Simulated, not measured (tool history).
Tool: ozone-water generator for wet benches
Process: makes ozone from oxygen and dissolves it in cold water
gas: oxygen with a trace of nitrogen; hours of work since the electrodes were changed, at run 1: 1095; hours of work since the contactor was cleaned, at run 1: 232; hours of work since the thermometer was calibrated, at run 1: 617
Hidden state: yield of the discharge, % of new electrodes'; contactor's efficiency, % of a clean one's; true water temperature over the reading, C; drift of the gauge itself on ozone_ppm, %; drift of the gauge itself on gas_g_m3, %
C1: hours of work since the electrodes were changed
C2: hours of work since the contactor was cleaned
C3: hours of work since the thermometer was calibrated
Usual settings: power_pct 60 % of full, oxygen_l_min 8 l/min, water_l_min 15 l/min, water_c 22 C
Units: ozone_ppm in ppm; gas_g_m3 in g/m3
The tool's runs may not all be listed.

{"run": 1, "hour": 0.0, "power_pct": 60, "oxygen_l_min": 8, "water_l_min": 15, "water_c": 22, "C1": 1095, "C2": 232, "C3": 617, "ozone_ppm": 29.1, "gas_g_m3": 239.9}
{"run": 2, "hour": 62.0, "power_pct": 60, "oxygen_l_min": 8, "water_l_min": 15, "water_c": 22, "C1": 1146, "C2": 282, "C3": 667, "ozone_ppm": 29.6, "gas_g_m3": 239.3}
{"run": 3, "hour": 170.2, "power_pct": 70, "oxygen_l_min": 8, "water_l_min": 15, "water_c": 22, "C1": 1234, "C2": 371, "C3": 755, "ozone_ppm": 33.6, "gas_g_m3": 277.2}
{"run": 4, "hour": 285.8, "power_pct": 60, "oxygen_l_min": 8, "water_l_min": 15, "water_c": 22, "C1": 1328, "C2": 465, "C3": 849, "ozone_ppm": 28.8, "gas_g_m3": 237}
{"run": 5, "hour": 371.4, "power_pct": 60, "oxygen_l_min": 8, "water_l_min": 15, "water_c": 22, "C1": 1398, "C2": 534, "C3": 919, "ozone_ppm": 29.1, "gas_g_m3": 239.9}
{"run": 6, "hour": 482.7, "power_pct": 60, "oxygen_l_min": 13.58, "water_l_min": 15, "water_c": 22, "C1": 1488, "C2": 625, "C3": 1010, "ozone_ppm": 25.9, "gas_g_m3": 183.8}
{"run": 7, "hour": 583.6, "power_pct": 98, "oxygen_l_min": 8, "water_l_min": 15, "water_c": 22, "C1": 1570, "C2": 707, "C3": 1092, "ozone_ppm": 45.2, "gas_g_m3": 370.8}
{"run": 8, "hour": 663.9, "power_pct": 98, "oxygen_l_min": 8, "water_l_min": 15, "water_c": 22, "C1": 1636, "C2": 773, "C3": 1157, "ozone_ppm": 44.6, "gas_g_m3": 371.2}
{"run": 9, "hour": 727.5, "power_pct": 60, "oxygen_l_min": 8, "water_l_min": 15, "water_c": 22, "C1": 1688, "C2": 825, "C3": 1209, "ozone_ppm": 28.6, "gas_g_m3": 239.2}
{"hour": 740.8, "done": "water thermometer calibrated"}
{"run": 10, "hour": 809.3, "power_pct": 60, "oxygen_l_min": 8, "water_l_min": 10, "water_c": 22, "C1": 1754, "C2": 891, "C3": 56, "ozone_ppm": 35.1, "gas_g_m3": 237.8}
{"run": 11, "hour": 885.9, "power_pct": 60, "oxygen_l_min": 8, "water_l_min": 10, "water_c": 22, "C1": 1816, "C2": 953, "C3": 118, "ozone_ppm": 34.6, "gas_g_m3": 237.5}
{"run": 12, "hour": 1013.7, "power_pct": 60, "oxygen_l_min": 8, "water_l_min": 15, "water_c": 22, "C1": 1920, "C2": 1057, "C3": 222, "ozone_ppm": 28.6, "gas_g_m3": 235.6}
{"run": 13, "hour": 1106.0, "power_pct": 60, "oxygen_l_min": 8, "water_l_min": 15, "water_c": 22, "C1": 1996, "C2": 1132, "C3": 297, "ozone_ppm": 28.6, "gas_g_m3": 237.6}
{"run": 14, "hour": 1174.0, "power_pct": 60, "oxygen_l_min": 8, "water_l_min": 15, "water_c": 22, "C1": 2051, "C2": 1188, "C3": 353, "ozone_ppm": 28.5, "gas_g_m3": 236.2}
{"hour": 1237.4, "done": "water thermometer calibrated, once more"}
{"run": 15, "hour": 1262.1, "power_pct": 60, "oxygen_l_min": 8, "water_l_min": 15, "water_c": 22, "C1": 2122, "C2": 1259, "C3": 20, "ozone_ppm": 28.5, "gas_g_m3": 237.5}
{"run": 16, "hour": 1400.5, "power_pct": 60, "oxygen_l_min": 8, "water_l_min": 15, "water_c": 22, "C1": 2235, "C2": 1372, "C3": 133, "ozone_ppm": 28.6, "gas_g_m3": 237.7}
{"run": 17, "hour": 1491.0, "power_pct": 60, "oxygen_l_min": 8, "water_l_min": 18, "water_c": 23, "C1": 2309, "C2": 1446, "C3": 207, "ozone_ppm": 25.4, "gas_g_m3": 238.5}
{"run": 18, "hour": 1598.2, "power_pct": 60, "oxygen_l_min": 8, "water_l_min": 18, "water_c": 23, "C1": 2396, "C2": 1533, "C3": 294, "ozone_ppm": 25.2, "gas_g_m3": 237.2}
{"run": 19, "hour": 1720.9, "power_pct": 60, "oxygen_l_min": 8, "water_l_min": 18, "water_c": 23, "C1": 2496, "C2": 1633, "C3": 394, "ozone_ppm": 25.3, "gas_g_m3": 236.7}
{"run": 20, "hour": 1839.4, "power_pct": 60, "oxygen_l_min": 13.69, "water_l_min": 15, "water_c": 22, "C1": 2593, "C2": 1730, "C3": 490, "ozone_ppm": 25.3, "gas_g_m3": 177.8}
{"run": 21, "hour": 1932.9, "power_pct": 60, "oxygen_l_min": 13.69, "water_l_min": 15, "water_c": 22, "C1": 2669, "C2": 1806, "C3": 567, "ozone_ppm": 25.3, "gas_g_m3": 177.8}
{"run": 22, "hour": 1998.8, "power_pct": 60, "oxygen_l_min": 8, "water_l_min": 20, "water_c": 22, "C1": 2723, "C2": 1859, "C3": 620, "ozone_ppm": 24.1, "gas_g_m3": 235.6}
{"run": 23, "hour": 2065.5, "power_pct": 58, "oxygen_l_min": 13.13, "water_l_min": 15, "water_c": 18, "C1": 2777, "C2": 1914, "C3": 675, "ozone_ppm": 27.1, "gas_g_m3": 177.1}
{"run": 24, "hour": 2172.8, "power_pct": 58, "oxygen_l_min": 13.13, "water_l_min": 15, "water_c": 18, "C1": 2864, "C2": 2001, "C3": 762, "ozone_ppm": 27, "gas_g_m3": 177.3}
{"run": 25, "hour": 2295.8, "power_pct": 58, "oxygen_l_min": 4.76, "water_l_min": 11, "water_c": 18, "C1": 2964, "C2": 2101, "C3": 862, "ozone_ppm": 37.6, "gas_g_m3": 295.4}
{"run": 26, "hour": 2390.1, "power_pct": 78, "oxygen_l_min": 5.89, "water_l_min": 23, "water_c": 23, "C1": 3041, "C2": 2178, "C3": 939, "ozone_ppm": 27.6, "gas_g_m3": 343.9}
{"run": 27, "hour": 2504.7, "power_pct": 43, "oxygen_l_min": 8, "water_l_min": 16, "water_c": 22, "C1": 3135, "C2": 2271, "C3": 1032, "ozone_ppm": 19.8, "gas_g_m3": 174.4}
{"run": 28, "hour": 2564.9, "power_pct": 85, "oxygen_l_min": 5.22, "water_l_min": 14, "water_c": 22, "C1": 3184, "C2": 2321, "C3": 1081, "ozone_ppm": 41.5, "gas_g_m3": 394.6}
{"run": 29, "hour": 2661.5, "power_pct": 78, "oxygen_l_min": 7.8, "water_l_min": 11, "water_c": 15, "C1": 3262, "C2": 2399, "C3": 1160, "ozone_ppm": 48.1, "gas_g_m3": 299}
{"run": 30, "hour": 2780.5, "power_pct": 73, "oxygen_l_min": 8.42, "water_l_min": 17, "water_c": 17, "C1": 3359, "C2": 2496, "C3": 1257, "ozone_ppm": 33.7, "gas_g_m3": 270.1}
{"run": 31, "hour": 2881.9, "power_pct": 63, "oxygen_l_min": 8, "water_l_min": 15, "water_c": 15, "C1": 3442, "C2": 2579, "C3": 1340, "ozone_ppm": 33.2, "gas_g_m3": 243.8}
{"run": 32, "hour": 2953.1, "power_pct": 63, "oxygen_l_min": 8, "water_l_min": 15, "water_c": 15, "C1": 3500, "C2": 2637, "C3": 1398, "ozone_ppm": 33, "gas_g_m3": 243.1}

How the hidden state differs across the entries between the runs, from the last listed run before each to the first after it:
Between runs 9 and 10: water thermometer calibrated (hour 740.8)
  yield of the discharge, % of new electrodes': 97.9 -> 97.7; contactor's efficiency, % of a clean one's: 97.6 -> 97.5; true water temperature over the reading, C: 0.14 -> 0.23
  measured less the result without the state, ozone_ppm: -1.1 -> -1.4 ppm; gas_g_m3: -4.5 -> -4.7 g/m3
Between runs 14 and 15: water thermometer calibrated, once more (hour 1237.4)
  yield of the discharge, % of new electrodes': 97.3 -> 97.2; contactor's efficiency, % of a clean one's: 97 -> 96.9; true water temperature over the reading, C: 0.25 -> 0
  measured less the result without the state, ozone_ppm: -1.4 -> -1.3 ppm; gas_g_m3: -5.7 -> -5.9 g/m3

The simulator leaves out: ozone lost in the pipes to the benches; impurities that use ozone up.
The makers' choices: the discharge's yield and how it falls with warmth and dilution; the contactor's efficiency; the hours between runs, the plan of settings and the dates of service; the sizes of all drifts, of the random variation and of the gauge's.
